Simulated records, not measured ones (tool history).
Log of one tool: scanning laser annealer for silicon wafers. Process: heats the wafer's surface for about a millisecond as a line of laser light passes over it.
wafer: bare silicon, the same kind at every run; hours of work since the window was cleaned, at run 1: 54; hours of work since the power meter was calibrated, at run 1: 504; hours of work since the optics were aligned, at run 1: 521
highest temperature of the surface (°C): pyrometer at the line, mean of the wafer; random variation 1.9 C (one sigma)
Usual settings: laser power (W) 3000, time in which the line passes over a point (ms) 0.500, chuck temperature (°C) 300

run,hour,laser power (W),time in which the line passes over a point (ms),chuck temperature (°C),hours of work since the window was cleaned,hours of work since the power meter was calibrated,hours of work since the optics were aligned,highest temperature of the surface (°C)
1,0.0,3000,0.500,300,54,504,521,1092
2,24.2,3000,0.500,300,71,520,537,1093
3,49.0,3000,0.500,300,88,537,554,1091
4,68.4,3000,0.500,264,101,550,567,1058
5,88.4,3000,0.500,264,114,564,581,1055
6,103.3,3000,0.500,264,124,574,591,1057
7,119.6,3000,0.500,264,136,585,602,1055
8,145.3,3083,0.500,264,153,602,619,1077
9,159.5,3083,0.500,264,163,612,629,1079
10,179.5,3000,0.500,271,176,625,643,1058
11,203.7,3000,0.500,271,193,642,659,1056
12,229.3,3000,0.612,271,210,659,676,1130
13,248.7,3000,0.612,271,223,672,689,1126
14,268.4,2562,0.612,271,236,686,703,979
15,280.9,2729,0.608,300,245,694,711,1059
16,299.3,3159,0.491,300,257,707,724,1126

Forecast run 17:
17,320.5,2967,0.500,300,272,721,738,?

Run 17 gave highest temperature of the surface (°C) 1070.
Without the tool's hidden state the same run would have given highest temperature of the surface (°C) 1097.
